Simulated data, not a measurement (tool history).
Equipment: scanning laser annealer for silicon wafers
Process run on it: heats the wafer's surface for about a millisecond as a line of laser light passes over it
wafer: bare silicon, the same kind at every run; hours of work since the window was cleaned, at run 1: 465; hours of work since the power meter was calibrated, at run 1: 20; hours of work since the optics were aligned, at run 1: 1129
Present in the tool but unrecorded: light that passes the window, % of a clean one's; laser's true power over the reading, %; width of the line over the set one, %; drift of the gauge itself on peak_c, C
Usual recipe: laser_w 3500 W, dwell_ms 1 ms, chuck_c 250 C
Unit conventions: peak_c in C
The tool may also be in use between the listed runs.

| run | hour | laser_w | dwell_ms | chuck_c | hours of work since the window was cleaned | hours of work since the power meter was calibrated | hours of work since the optics were aligned | peak_c |
|---|---|---|---|---|---|---|---|---|
| 1 | 0 | 3500 | 1 | 250 | 465 | 20 | 1129 | 1039 |
| 2 | 8.3 | 3500 | 1 | 250 | 470 | 25 | 1134 | 1039 |
| 3 | 15.5 | 3500 | 1 | 250 | 475 | 30 | 1139 | 1041 |
| 4 | 23.7 | 3500 | 1 | 289 | 480 | 36 | 1144 | 1081 |
| 5 | 33.8 | 3500 | 1 | 289 | 487 | 42 | 1151 | 1082 |
| 6 | 38.1 | 3500 | 1 | 250 | 490 | 45 | 1154 | 1038 |
| 7 | 46 | 3500 | 1 | 250 | 495 | 50 | 1159 | 1042 |
| 8 | 54.8 | 3500 | 1 | 250 | 501 | 56 | 1165 | 1038 |
| 9 | 60.6 | 3500 | 1 | 250 | 504 | 60 | 1168 | 1040 |
| 10 | 68.4 | 3500 | 1 | 250 | 510 | 65 | 1174 | 1039 |
| 11 | 77.2 | 3500 | 1 | 250 | 515 | 70 | 1179 | 1038 |
| 12 | 86.3 | 3611 | 1 | 250 | 521 | 76 | 1185 | 1059 |
| 13 | 96 | 3611 | 1 | 250 | 528 | 83 | 1192 | 1058 |
| 14 | 103.3 | 3611 | 1 | 250 | 532 | 87 | 1196 | 1064 |
| 15 | 110.6 | 3497 | 1 | 250 | 537 | 92 | 1201 | 1038 |
| 16 | 119.3 | 3497 | 0.81 | 250 | 543 | 98 | 1207 | 945 |
|  | 125.3 | optics aligned, line set to its width |
| 17 | 132.3 | 3500 | 1 | 250 | 548 | 103 | 5 | 1030 |
| 18 | 138.5 | 3500 | 1 | 250 | 552 | 107 | 9 | 1029 |
| 19 | 143.2 | 3500 | 1 | 250 | 555 | 110 | 12 | 1028 |
| 20 | 150.4 | 3500 | 1 | 250 | 560 | 115 | 16 | 1030 |
| 21 | 158.1 | 3500 | 1 | 250 | 565 | 120 | 21 | 1029 |
| 22 | 162.5 | 3468 | 0.87 | 268 | 568 | 123 | 24 | 983 |
| 23 | 166.8 | 3661 | 0.87 | 272 | 571 | 126 | 27 | 1022 |
| 24 | 176.4 | 3693 | 0.99 | 238 | 577 | 132 | 33 | 1050 |
| 25 | 180.8 | 3328 | 0.76 | 238 | 580 | 135 | 36 | 872 |
|  | 187.4 | optics aligned, line set to its width, once more |
| 26 | 194.2 | 3802 | 0.73 | 242 | 585 | 140 | 4 | 954 |
| 27 | 201.6 | 3802 | 0.73 | 270 | 590 | 145 | 9 | 984 |
| 28 | 210.7 | 3500 | 1 | 231 | 596 | 151 | 15 | 1025 |
| 29 | 216.8 | 3065 | 1.14 | 227 | 600 | 155 | 19 | 987 |
| 30 | 221 | 3500 | 0.92 | 221 | 603 | 158 | 22 | 977 |
| 31 | 228.7 | 2997 | 0.92 | 269 | 608 | 163 | 27 | 929 |
| 32 | 233.7 | 2997 | 0.92 | 269 | 611 | 166 | 30 | 925 |
| 33 | 240.1 | 3373 | 0.82 | 240 | 615 | 170 | 34 | 924 |
| 34 | 245.8 | 3045 | 0.97 | 223 | 619 | 174 | 38 | 913 |
| 35 | 252.8 | 3045 | 0.97 | 223 | 623 | 179 | 43 | 910 |
| 36 | 261.8 | 3036 | 0.74 | 250 | 629 | 184 | 49 | 835 |
| 37 | 269.8 | 3531 | 0.74 | 250 | 635 | 190 | 54 | 920 |
| 38 | 278.7 | 2991 | 0.82 | 250 | 640 | 196 | 60 | 860 |
| 39 | 288.5 | 3501 | 0.73 | 222 | 647 | 202 | 66 | 881 |
| 40 | 294.6 | 3501 | 0.73 | 244 | 651 | 206 | 70 | 905 |
| 41 | 299.3 | 3501 | 0.73 | 244 | 654 | 209 | 73 | 901 |

For some of the steps in peak_c from one run to the next: how much would appear even if the tool had no hidden state, given the settings, what came in and random variation, and how much remains for the hidden state plus any gauge scatter that the measured result and the result without hidden state don't share?
Run 15 -> 16: dwell_ms 1 -> 0.81. peak_c -93 C: hidden state +3, all else -96.
Run 16 -> 17: laser_w 3497 -> 3500, dwell_ms 0.81 -> 1, optics aligned, line set to its width. peak_c +85 C: hidden state -10, all else +95.
Run 24 -> 25: laser_w 3693 -> 3328, dwell_ms 0.99 -> 0.76. peak_c -178 C: hidden state +10, all else -188.
Run 25 -> 26: laser_w 3328 -> 3802, dwell_ms 0.76 -> 0.73, chuck_c 238 -> 242, optics aligned, line set to its width, once more. peak_c +82 C: hidden state +10, all else +72.
